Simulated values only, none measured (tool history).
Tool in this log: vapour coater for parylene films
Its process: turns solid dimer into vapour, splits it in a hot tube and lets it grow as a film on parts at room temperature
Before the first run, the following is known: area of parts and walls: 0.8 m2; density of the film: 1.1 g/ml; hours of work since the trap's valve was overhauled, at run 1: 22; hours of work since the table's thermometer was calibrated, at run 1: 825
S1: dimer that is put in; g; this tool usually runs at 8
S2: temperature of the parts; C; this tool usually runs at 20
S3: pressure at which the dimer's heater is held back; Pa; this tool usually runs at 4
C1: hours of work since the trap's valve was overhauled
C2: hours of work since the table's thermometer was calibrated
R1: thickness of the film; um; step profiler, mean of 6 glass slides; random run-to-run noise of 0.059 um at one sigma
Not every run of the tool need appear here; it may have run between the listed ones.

run 1 hour=0 | S1=8 S2=20 S3=4 | C1=22 C2=825 | R1=6.99
run 2 hour=40.1 | S1=8 S2=20 S3=4 | C1=43 C2=846 | R1=6.99
run 3 hour=89.2 | S1=8 S2=25 S3=4 | C1=69 C2=872 | R1=5.67
run 4 hour=115.2 | S1=8 S2=20 S3=4 | C1=82 C2=885 | R1=6.88
run 5 hour=148.9 | S1=8 S2=20 S3=4 | C1=100 C2=903 | R1=6.98
run 6 hour=177.9 | S1=8 S2=20 S3=4 | C1=115 C2=918 | R1=6.95
run 7 hour=220.5 | S1=8 S2=20 S3=4 | C1=137 C2=941 | R1=6.79
run 8 hour=248.8 | S1=8 S2=20 S3=4 | C1=152 C2=955 | R1=6.73
run 9 hour=277.7 | S1=8 S2=20 S3=4 | C1=167 C2=971 | R1=6.76
run 10 hour=323 | S1=8 S2=20 S3=4 | C1=191 C2=994 | R1=6.73
run 11 hour=370.4 | S1=8 S2=20 S3=4 | C1=216 C2=1019 | R1=6.57
run 12 hour=396.6 | S1=8 S2=20 S3=4 | C1=230 C2=1033 | R1=6.64
run 13 hour=435.6 | S1=8 S2=20 S3=4 | C1=250 C2=1053 | R1=6.55
run 14 hour=460.7 | S1=8 S2=20 S3=4 | C1=263 C2=1066 | R1=6.55
-- hour=469.5 trap's valve overhauled
run 15 hour=500.3 | S1=8 S2=20 S3=4 | C1=16 C2=1085 | R1=6.5
run 16 hour=549.3 | S1=8 S2=15 S3=4 | C1=42 C2=1111 | R1=7.78
-- hour=578.1 trap's valve overhauled, once more
run 17 hour=590 | S1=8 S2=22 S3=4 | C1=6 C2=1130 | R1=6.65
run 18 hour=619.8 | S1=8 S2=22 S3=4 | C1=22 C2=1146 | R1=6.57
run 19 hour=646.4 | S1=13 S2=20 S3=4 | C1=36 C2=1159 | R1=11.57
run 20 hour=676.9 | S1=8 S2=15 S3=3.12 | C1=52 C2=1175 | R1=8.92
run 21 hour=699.7 | S1=8 S2=22 S3=6.53 | C1=64 C2=1187 | R1=5.77
run 22 hour=742.7 | S1=8 S2=20 S3=11.99 | C1=86 C2=1210 | R1=5.33
run 23 hour=785.9 | S1=10 S2=20 S3=7.32 | C1=109 C2=1233 | R1=7.47
run 24 hour=817 | S1=10 S2=20 S3=7.32 | C1=125 C2=1249 | R1=7.53
run 25 hour=867 | S1=9 S2=15 S3=7.32 | C1=151 C2=1275 | R1=8.06
run 26 hour=889.6 | S1=9 S2=15 S3=7.32 | C1=163 C2=1287 | R1=8.14
run 27 hour=927.4 | S1=6 S2=13 S3=11.32 | C1=183 C2=1307 | R1=5.22
run 28 hour=967.4 | S1=4 S2=19 S3=2.65 | C1=204 C2=1328 | R1=3.89
run 29 hour=1002.5 | S1=10 S2=15 S3=2.65 | C1=222 C2=1346 | R1=10.17
run 30 hour=1042.9 | S1=10 S2=15 S3=2.65 | C1=243 C2=1367 | R1=10.2
run 31 hour=1070.6 | S1=10 S2=13 S3=7.04 | C1=258 C2=1382 | R1=9.53
-- hour=1089.1 trap's valve overhauled
run 32 hour=1105.9 | S1=10 S2=13 S3=7.04 | C1=9 C2=1398 | R1=10.3

Estimate the outcome of run 33 from the log above:
run 33 hour=1155.1 | S1=14 S2=24 S3=4 | C1=35 C2=1424 | R1=?

R1: 10.73 um
The same run, on a tool lacking any hidden state, would have yielded R1 10.3 um.
